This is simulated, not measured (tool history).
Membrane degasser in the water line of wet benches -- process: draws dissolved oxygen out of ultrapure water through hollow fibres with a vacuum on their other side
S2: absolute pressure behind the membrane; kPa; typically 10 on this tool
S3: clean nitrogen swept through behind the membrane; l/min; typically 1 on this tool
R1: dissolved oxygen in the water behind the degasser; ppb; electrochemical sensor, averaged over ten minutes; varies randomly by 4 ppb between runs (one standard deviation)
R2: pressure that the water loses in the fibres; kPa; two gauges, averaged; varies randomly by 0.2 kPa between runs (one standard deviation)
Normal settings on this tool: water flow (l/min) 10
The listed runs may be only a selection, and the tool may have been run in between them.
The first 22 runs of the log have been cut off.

Run 23, hour 2828: usual settings but water flow (l/min) 13, S2 14.5 kPa, S3 0.97 l/min. Result: R1 864.6 ppb, R2 56.25 kPa.
Run 24, hour 2982.4: usual settings but water flow (l/min) 13, S2 14.5 kPa, S3 1.76 l/min. Result: R1 732.7 ppb, R2 56.26 kPa.
At hour 3063.2: seals of the vacuum lines changed.
Run 25, hour 3120.4: usual settings but water flow (l/min) 8, S2 6.1 kPa, S3 0.43 l/min. Result: R1 254.7 ppb, R2 34.76 kPa.
Run 26, hour 3239: usual settings but water flow (l/min) 8, S2 6.1 kPa, S3 0.43 l/min. Result: R1 256.9 ppb, R2 34.51 kPa.
Run 27, hour 3343.4: usual settings but water flow (l/min) 8, S2 6.1 kPa, S3 0.43 l/min. Result: R1 262.3 ppb, R2 34.59 kPa.
Run 28, hour 3481.7: usual settings but S2 12.9 kPa, S3 0.43 l/min. Result: R1 726.2 ppb, R2 43.06 kPa.
Run 29, hour 3623.6: usual settings but S2 14.3 kPa, S3 0.58 l/min. Result: R1 676.8 ppb, R2 42.89 kPa.
Run 30, hour 3709.9: usual settings but S3 1.82 l/min. Result: R1 362.5 ppb, R2 43.24 kPa.
Run 31, hour 3792.3: usual settings but S3 0.82 l/min. Result: R1 461.7 ppb, R2 43.29 kPa.
Run 32, hour 3963.7: usual settings but water flow (l/min) 12, S2 17.8 kPa, S3 0.91 l/min. Result: R1 842.2 ppb, R2 52.01 kPa.

Forecast each of these 3 alternatives for the next run:
Run A, hour 4057.4: usual settings but water flow (l/min) 7, S2 23 kPa, S3 2.62 l/min. Result: R1 ?, R2 ?.
Run B, hour 4057.4: usual settings but water flow (l/min) 12, S2 12.8 kPa, S3 0.91 l/min. Result: R1 ?, R2 ?.
Run C, hour 4057.4: usual settings but water flow (l/min) 7, S2 6.2 kPa, S3 0.91 l/min. Result: R1 ?, R2 ?.

run     R1     R2
  A  213.7  30.17
  B  704.2  52.01
  C  137.9  30.45
What these runs would have given with no unlogged condition in the tool:
run     R1     R2
  A  200.9  29.22
  B  661.6  50.39
  C  123.3  29.51
